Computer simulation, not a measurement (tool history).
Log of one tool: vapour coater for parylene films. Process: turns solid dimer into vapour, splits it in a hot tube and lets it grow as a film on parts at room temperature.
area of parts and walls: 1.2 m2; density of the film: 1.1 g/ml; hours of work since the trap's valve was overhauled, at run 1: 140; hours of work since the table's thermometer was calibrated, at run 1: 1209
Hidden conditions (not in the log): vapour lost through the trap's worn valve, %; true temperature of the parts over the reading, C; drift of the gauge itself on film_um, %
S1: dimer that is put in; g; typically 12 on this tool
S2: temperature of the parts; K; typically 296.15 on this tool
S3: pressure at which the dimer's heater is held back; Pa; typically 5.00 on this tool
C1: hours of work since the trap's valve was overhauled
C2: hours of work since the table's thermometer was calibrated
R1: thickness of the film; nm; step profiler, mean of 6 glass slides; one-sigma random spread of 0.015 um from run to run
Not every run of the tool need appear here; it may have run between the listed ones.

Run 1, day 0.000: usual settings; C1 140; C2 1209. Result: R1 5410 nm.
At day 0.304: table's thermometer calibrated.
Run 2, day 1.458: usual settings; C1 159; C2 15. Result: R1 5310 nm.
Run 3, day 4.121: usual settings; C1 195; C2 51. Result: R1 5280 nm.
Run 4, day 6.583: usual settings but S1 7 g; C1 228; C2 84. Result: R1 3060 nm.
At day 7.812: trap's valve overhauled.
Run 5, day 9.333: usual settings but S1 7 g; C1 20; C2 119. Result: R1 3160 nm.
Run 6, day 11.412: usual settings but S1 5 g; C1 48; C2 147. Result: R1 2250 nm.
Run 7, day 13.021: usual settings but S1 5 g; C1 70; C2 168. Result: R1 2250 nm.
Run 8, day 14.450: usual settings but S1 5 g; C1 89; C2 187. Result: R1 2220 nm.
Run 9, day 17.158: usual settings but S3 10.13 Pa; C1 125; C2 223. Result: R1 5090 nm.
Run 10, day 19.712: usual settings but S3 10.13 Pa; C1 159; C2 258. Result: R1 5040 nm.
Run 11, day 22.012: usual settings; C1 190; C2 288. Result: R1 5220 nm.
Run 12, day 24.388: usual settings but S1 6 g, S2 306.15 K, S3 6.23 Pa; C1 222; C2 320. Result: R1 2170 nm.
At day 26.096: trap's valve overhauled.
Run 13, day 26.517: usual settings but S2 294.15 K, S3 4.41 Pa; C1 6; C2 346. Result: R1 5650 nm.
Run 14, day 27.929: usual settings but S1 11 g, S2 299.15 K, S3 4.41 Pa; C1 25; C2 365. Result: R1 4760 nm.
Run 15, day 29.554: usual settings but S1 11 g, S2 299.15 K, S3 4.41 Pa; C1 46; C2 387. Result: R1 4710 nm.
Run 16, day 31.042: usual settings but S1 16 g, S3 2.40 Pa; C1 66; C2 407. Result: R1 7510 nm.
Run 17, day 33.529: usual settings but S1 14 g, S2 298.15 K, S3 2.04 Pa; C1 99; C2 440. Result: R1 6390 nm.
Run 18, day 35.533: usual settings but S1 16 g, S2 298.15 K, S3 2.93 Pa; C1 126; C2 467. Result: R1 7080 nm.
Run 19, day 36.979: usual settings but S1 16 g, S2 298.15 K, S3 2.93 Pa; C1 146; C2 487. Result: R1 7050 nm.
Run 20, day 38.512: usual settings but S1 16 g, S2 298.15 K, S3 2.13 Pa; C1 166; C2 507. Result: R1 7170 nm.
Run 21, day 40.417: usual settings but S1 13 g, S3 5.20 Pa; C1 192; C2 533. Result: R1 5640 nm.
Run 22, day 42.967: usual settings but S1 7 g, S2 292.15 K, S3 2.14 Pa; C1 226; C2 567. Result: R1 3430 nm.

A few steps of R1 between consecutive runs. Split each: what settings, incoming material and random variation would produce without the hidden state, and what is left over for the hidden state, along with gauge scatter present in only one of the two compared results (measured, and without hidden state):
Run 1 -> 2: table's thermometer calibrated. R1 -100 nm: hidden state -120, all else +20.
Run 4 -> 5: trap's valve overhauled. R1 +100 nm: hidden state +110, all else -10.
Run 11 -> 12: S1 12 -> 6, S2 296.15 -> 306.15, S3 5.00 -> 6.23. R1 -3050 nm: hidden state +110, all else -3160.
Run 12 -> 13: S1 6 -> 12, S2 306.15 -> 294.15, S3 6.23 -> 4.41, trap's valve overhauled. R1 +3480 nm: hidden state +90, all else +3390.
